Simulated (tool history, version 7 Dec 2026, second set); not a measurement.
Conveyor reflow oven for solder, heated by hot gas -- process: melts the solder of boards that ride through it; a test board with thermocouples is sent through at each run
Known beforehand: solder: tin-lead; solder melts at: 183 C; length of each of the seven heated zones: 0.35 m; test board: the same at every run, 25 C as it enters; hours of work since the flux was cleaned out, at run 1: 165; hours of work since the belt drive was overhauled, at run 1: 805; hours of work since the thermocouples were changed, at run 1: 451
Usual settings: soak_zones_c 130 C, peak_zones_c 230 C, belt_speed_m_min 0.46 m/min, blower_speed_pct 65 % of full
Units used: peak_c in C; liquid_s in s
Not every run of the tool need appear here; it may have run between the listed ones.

run	day	soak_zones_c	peak_zones_c	belt_speed_m_min	blower_speed_pct	hours of work since the flux was cleaned out	hours of work since the belt drive was overhauled	hours of work since the thermocouples were changed	peak_c	liquid_s
1	0	130	230	0.46	65	165	805	451	209.2	57.5
# day 0.667: belt drive overhauled, speed set with a stopwatch
2	1.888	116	230	0.46	65	185	15	471	205.6	46.8
3	3.783	116	230	0.46	65	208	37	494	205.4	46
4	5.783	130	230	0.46	66	232	61	518	208.7	54.5
5	6.683	130	230	0.469	65	243	72	529	207.4	52.2
6	8.671	130	230	0.469	65	267	96	552	206.9	52.3
7	10.342	130	230	0.469	65	287	116	572	206.8	51
8	12.138	130	230	0.46	52	308	137	594	201.3	43.6
9	14.25	135	230	0.46	52	333	163	619	203	47.4
10	15.158	135	230	0.46	52	344	173	630	202.8	47.7
11	16.183	135	230	0.46	52	356	186	642	202.5	47.5
12	17.246	135	230	0.46	52	369	198	655	202.7	46.7
13	18.617	135	230	0.46	52	386	215	671	202.6	47.4
14	20.704	133	243	0.46	52	411	240	696	211.7	58.7
15	21.575	133	243	0.46	52	421	250	707	212.1	58.1
16	23.342	133	243	0.46	52	442	271	728	211.7	58.8
17	24.696	133	235	0.46	52	458	288	744	205.2	49.5
18	26.038	119	235	0.403	65	474	304	760	212.3	64.3
# day 26.708: flux residue cleaned out of gas plates and filters
19	27.379	128	229	0.396	76	8	317	774	216.3	77.6
20	29	130	219	0.46	86	27	337	793	206.5	56.4
21	30.438	135	238	0.476	86	45	354	810	222.1	71.2
22	32.429	135	238	0.476	86	68	378	834	221.9	71.2
23	33.946	120	222	0.532	80	87	396	852	200.3	36.5
24	36.025	120	226	0.499	62	111	421	877	199.5	34.8
25	37.588	139	226	0.449	62	130	439	896	207.2	59.4

Predict each of these 5 candidate next runs independently; none follows another, all start after run 25:
A	38.921	130	230	0.46	72	146	455	912	?	?
B	38.921	141	231	0.387	65	146	455	912	?	?
C	38.921	141	226	0.449	82	146	455	912	?	?
D	38.921	142	230	0.435	61	146	455	912	?	?
E	38.921	130	230	0.478	65	146	455	912	?	?

run	peak_c	liquid_s
A	210.9	57.8
B	216.9	84.5
C	213.3	68.9
D	211	69.1
E	207.4	52.6
What these runs would have given with no unlogged condition in the tool:
run	peak_c	liquid_s
A	213.3	59.9
B	219.1	85.9
C	215.7	70.7
D	213.2	70.9
E	209.8	55
